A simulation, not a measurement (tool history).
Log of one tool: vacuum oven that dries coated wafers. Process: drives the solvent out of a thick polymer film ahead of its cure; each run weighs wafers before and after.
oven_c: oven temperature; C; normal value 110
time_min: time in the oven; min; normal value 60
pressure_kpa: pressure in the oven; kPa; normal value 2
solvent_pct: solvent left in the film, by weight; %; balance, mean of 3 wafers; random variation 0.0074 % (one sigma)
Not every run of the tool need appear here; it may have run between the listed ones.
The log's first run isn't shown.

run   hour  oven_c  time_min  pressure_kpa  hours of work since the thermocouples were calibrated  hours of work since the vacuum gauge was cleaned of residue  solvent_pct
  2    6.9     110        60             2                                                    377                                                          150         1.27
  3   17.2     110        60             2                                                    385                                                          157        1.265
  4   30.1     122        60             2                                                    395                                                          167        0.516
  5   39.2     122        60             2                                                    401                                                          174        0.508
  6   47.8     122        60             2                                                    408                                                          180        0.491
  7   55.6     110        60             2                                                    414                                                          186        1.251
  8   64.5     110        60             2                                                    420                                                          192        1.267
  9   71.1     110        60             2                                                    425                                                          197        1.245
 10   80.1     110        60             2                                                    432                                                          204         1.26
 11     93     110        60             2                                                    441                                                          214        1.267
 12   98.5     110        60             2                                                    445                                                          218        1.246
 13  110.9     110        67             2                                                    454                                                          227        1.088
 14  116.5     110        67             2                                                    459                                                          231        1.102
 15  130.1     110        67             2                                                    469                                                          241        1.093
 16  136.2     110        67             2                                                    473                                                          246        1.097
 17    148     110        67          1.65                                                    482                                                          254        0.968
 18  161.4     104        72             2                                                    492                                                          264        1.805
 19  168.8     104        72             2                                                    497                                                          270        1.809
 20  182.1     104        72             2                                                    507                                                          280        1.794
 21  192.1     104        72             2                                                    515                                                          287        1.781
 22  201.6     115        94          3.23                                                    522                                                          294        1.006
 23    208     110        31             2                                                    526                                                          299        3.046

Predict the results of run 24:
 24  218.6     115        36             2                                                    534                                                          307            ?

Run 24 yielded solvent_pct 1.51 %.
Take away the tool's hidden state, keep the run-to-run variation as it was, and the same run would have given solvent_pct 1.733 %.
